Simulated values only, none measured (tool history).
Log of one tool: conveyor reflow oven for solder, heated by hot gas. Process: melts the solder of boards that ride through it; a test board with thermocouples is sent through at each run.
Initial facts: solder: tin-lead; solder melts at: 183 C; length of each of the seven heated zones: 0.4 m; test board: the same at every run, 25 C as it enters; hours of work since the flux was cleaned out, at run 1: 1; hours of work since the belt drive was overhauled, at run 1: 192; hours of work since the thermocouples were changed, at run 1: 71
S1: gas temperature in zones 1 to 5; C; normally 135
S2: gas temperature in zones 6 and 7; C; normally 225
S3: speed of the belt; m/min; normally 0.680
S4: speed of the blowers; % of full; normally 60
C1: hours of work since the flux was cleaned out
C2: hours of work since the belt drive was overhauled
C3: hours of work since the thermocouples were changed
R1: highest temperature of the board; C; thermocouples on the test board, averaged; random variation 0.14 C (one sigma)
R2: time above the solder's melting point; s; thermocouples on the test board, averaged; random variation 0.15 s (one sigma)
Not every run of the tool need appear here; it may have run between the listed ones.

Run 1, hour 0.0: usual settings; C1 1; C2 192; C3 71. Result: R1 212.7 C, R2 49.5 s.
Run 2, hour 10.3: usual settings but S3 0.629 m/min; C1 6; C2 197; C3 76. Result: R1 214.8 C, R2 56.0 s.
Run 3, hour 22.4: usual settings but S3 0.629 m/min; C1 12; C2 203; C3 82. Result: R1 214.6 C, R2 56.1 s.
Run 4, hour 35.5: usual settings but S3 0.629 m/min; C1 18; C2 209; C3 88. Result: R1 214.7 C, R2 56.1 s.
Run 5, hour 49.6: usual settings but S3 0.629 m/min; C1 25; C2 216; C3 95. Result: R1 214.7 C, R2 55.9 s.
Run 6, hour 59.8: usual settings but S3 0.629 m/min; C1 30; C2 221; C3 100. Result: R1 214.7 C, R2 55.9 s.
Run 7, hour 72.5: usual settings but S3 0.629 m/min; C1 36; C2 227; C3 106. Result: R1 214.8 C, R2 56.4 s.
Run 8, hour 84.3: usual settings; C1 42; C2 233; C3 112. Result: R1 212.7 C, R2 49.6 s.
Run 9, hour 96.4: usual settings but S3 0.659 m/min; C1 48; C2 239; C3 118. Result: R1 213.6 C, R2 52.2 s.
Run 10, hour 109.6: usual settings but S3 0.777 m/min; C1 54; C2 245; C3 124. Result: R1 209.1 C, R2 39.7 s.
Run 11, hour 126.8: usual settings but S3 0.777 m/min; C1 63; C2 254; C3 133. Result: R1 209.2 C, R2 39.8 s.
Run 12, hour 144.5: usual settings but S3 0.777 m/min; C1 71; C2 262; C3 141. Result: R1 208.8 C, R2 39.9 s.
Run 13, hour 156.6: usual settings but S3 0.777 m/min; C1 77; C2 268; C3 147. Result: R1 209.0 C, R2 39.7 s.
Run 14, hour 165.3: usual settings but S3 0.777 m/min, S4 78 % of full; C1 81; C2 272; C3 151. Result: R1 212.8 C, R2 43.3 s.
Run 15, hour 182.8: usual settings but S3 0.777 m/min, S4 78 % of full; C1 90; C2 281; C3 160. Result: R1 212.7 C, R2 43.0 s.
Run 16, hour 199.9: usual settings but S3 0.777 m/min, S4 78 % of full; C1 98; C2 289; C3 168. Result: R1 212.8 C, R2 43.0 s.
Run 17, hour 215.2: usual settings but S3 0.777 m/min, S4 78 % of full; C1 106; C2 297; C3 176. Result: R1 212.6 C, R2 43.3 s.
Run 18, hour 229.6: usual settings but S2 217 C; C1 113; C2 304; C3 183. Result: R1 205.6 C, R2 44.0 s.
Run 19, hour 242.9: usual settings but S2 227 C, S4 68 % of full; C1 119; C2 310; C3 189. Result: R1 216.0 C, R2 52.4 s.
Run 20, hour 250.9: usual settings but S1 147 C, S4 66 % of full; C1 123; C2 314; C3 193. Result: R1 215.6 C, R2 56.4 s.
Run 21, hour 262.7: usual settings but S1 130 C, S4 66 % of full; C1 129; C2 320; C3 199. Result: R1 213.2 C, R2 48.9 s.
Run 22, hour 271.6: usual settings but S1 130 C, S3 0.560 m/min, S4 87 % of full; C1 133; C2 324; C3 203. Result: R1 219.8 C, R2 68.2 s.
Run 23, hour 287.9: usual settings but S2 233 C, S4 82 % of full; C1 141; C2 332; C3 211. Result: R1 223.9 C, R2 57.4 s.
Run 24, hour 305.3: usual settings but S1 149 C, S4 74 % of full; C1 150; C2 341; C3 220. Result: R1 216.8 C, R2 58.1 s.
Run 25, hour 313.3: usual settings but S1 146 C, S2 221 C, S3 0.573 m/min, S4 73 % of full; C1 154; C2 345; C3 224. Result: R1 215.6 C, R2 68.4 s.
Run 26, hour 324.1: usual settings but S1 146 C, S2 221 C, S3 0.573 m/min, S4 73 % of full; C1 159; C2 350; C3 229. Result: R1 215.7 C, R2 68.3 s.
Run 27, hour 333.8: usual settings but S2 237 C, S3 0.713 m/min, S4 66 % of full; C1 164; C2 355; C3 234. Result: R1 223.4 C, R2 54.2 s.
Run 28, hour 344.7: usual settings but S3 0.644 m/min, S4 87 % of full; C1 169; C2 360; C3 239. Result: R1 217.9 C, R2 58.6 s.
Run 29, hour 357.9: usual settings but S4 65 % of full; C1 175; C2 366; C3 245. Result: R1 213.7 C, R2 50.6 s.
Run 30, hour 367.8: usual settings but S1 133 C, S3 0.618 m/min, S4 65 % of full; C1 180; C2 371; C3 250. Result: R1 215.6 C, R2 57.8 s.
Run 31, hour 377.4: usual settings but S2 215 C, S3 0.633 m/min; C1 185; C2 376; C3 255. Result: R1 205.6 C, R2 47.9 s.
Run 32, hour 390.7: usual settings but S4 56 % of full; C1 191; C2 382; C3 261. Result: R1 211.7 C, R2 48.9 s.

3 options for the next run, each taken on its own from the tool as it stands now. Forecast them:
Run A, hour 405.0: usual settings but S4 89 % of full; C1 198; C2 389; C3 268. Result: R1 ?, R2 ?.
Run B, hour 405.0: usual settings but S1 139 C, S4 52 % of full; C1 198; C2 389; C3 268. Result: R1 ?, R2 ?.
Run C, hour 405.0: usual settings but S2 228 C, S4 89 % of full; C1 198; C2 389; C3 268. Result: R1 ?, R2 ?.

run     R1    R2
  A  217.2  54.5
  B  211.5  49.8
  C  219.8  56.0
With the hidden condition removed and each run's random variation left untouched, the same runs would have given:
run     R1    R2
  A  217.2  54.5
  B  211.5  49.8
  C  219.8  56.0
